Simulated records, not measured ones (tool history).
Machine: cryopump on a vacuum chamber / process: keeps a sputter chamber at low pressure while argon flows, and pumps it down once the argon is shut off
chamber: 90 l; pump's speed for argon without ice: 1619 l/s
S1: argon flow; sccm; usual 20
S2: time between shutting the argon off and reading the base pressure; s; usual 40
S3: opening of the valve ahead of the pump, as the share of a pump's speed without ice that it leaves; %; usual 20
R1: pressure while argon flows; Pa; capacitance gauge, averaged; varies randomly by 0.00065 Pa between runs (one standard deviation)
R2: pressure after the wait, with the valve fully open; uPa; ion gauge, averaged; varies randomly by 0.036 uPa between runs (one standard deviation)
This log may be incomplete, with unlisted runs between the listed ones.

| run | hour | S1 | S2 | S3 | R1 | R2 |
|---|---|---|---|---|---|---|
| 1 | 0.0 | 20 | 40 | 20 | 0.1085 | 2.00 |
| 2 | 36.3 | 20 | 40 | 20 | 0.1087 | 2.00 |
| 3 | 113.0 | 20 | 40 | 20 | 0.1086 | 2.15 |
| 4 | 160.2 | 20 | 40 | 20 | 0.1111 | 2.23 |
| 5 | 203.6 | 20 | 40 | 20 | 0.1118 | 2.23 |
|  | 225.3 | pump warmed up, emptied and cooled again |
| 6 | 289.3 | 20 | 40 | 20 | 0.1068 | 2.17 |
| 7 | 348.6 | 20 | 40 | 20 | 0.1070 | 2.30 |
| 8 | 394.9 | 11 | 40 | 20 | 0.0585 | 2.35 |
| 9 | 445.7 | 15 | 40 | 20 | 0.0818 | 2.39 |
| 10 | 509.4 | 15 | 40 | 20 | 0.0826 | 2.44 |
| 11 | 580.4 | 15 | 40 | 20 | 0.0835 | 2.51 |
|  | 661.3 | pump warmed up, emptied and cooled again |
| 12 | 662.2 | 20 | 55 | 20 | 0.1056 | 2.02 |
| 13 | 703.8 | 20 | 55 | 20 | 0.1054 | 2.04 |
| 14 | 757.1 | 20 | 55 | 20 | 0.1078 | 2.12 |
| 15 | 803.8 | 20 | 55 | 20 | 0.1072 | 2.08 |
| 16 | 850.5 | 20 | 55 | 20 | 0.1087 | 2.22 |
| 17 | 892.0 | 20 | 46 | 20 | 0.1087 | 2.54 |
| 18 | 937.5 | 20 | 46 | 20 | 0.1104 | 2.47 |
| 19 | 999.8 | 20 | 46 | 28 | 0.0820 | 2.71 |
| 20 | 1061.7 | 11 | 290 | 39 | 0.0342 | 1.45 |
|  | 1095.9 | pump warmed up, emptied and cooled again |
| 21 | 1146.0 | 11 | 290 | 39 | 0.0306 | 1.26 |
| 22 | 1195.5 | 11 | 290 | 39 | 0.0307 | 1.34 |

Run 23 is up next; what results do you expect?
| 23 | 1233.1 | 12 | 50 | 50 | ? | ? |

Run 23 gave R1 0.0266 Pa, R2 2.58 uPa.
With no hidden state in the tool, this same run would have given R1 0.0248 Pa, R2 1.65 uPa.
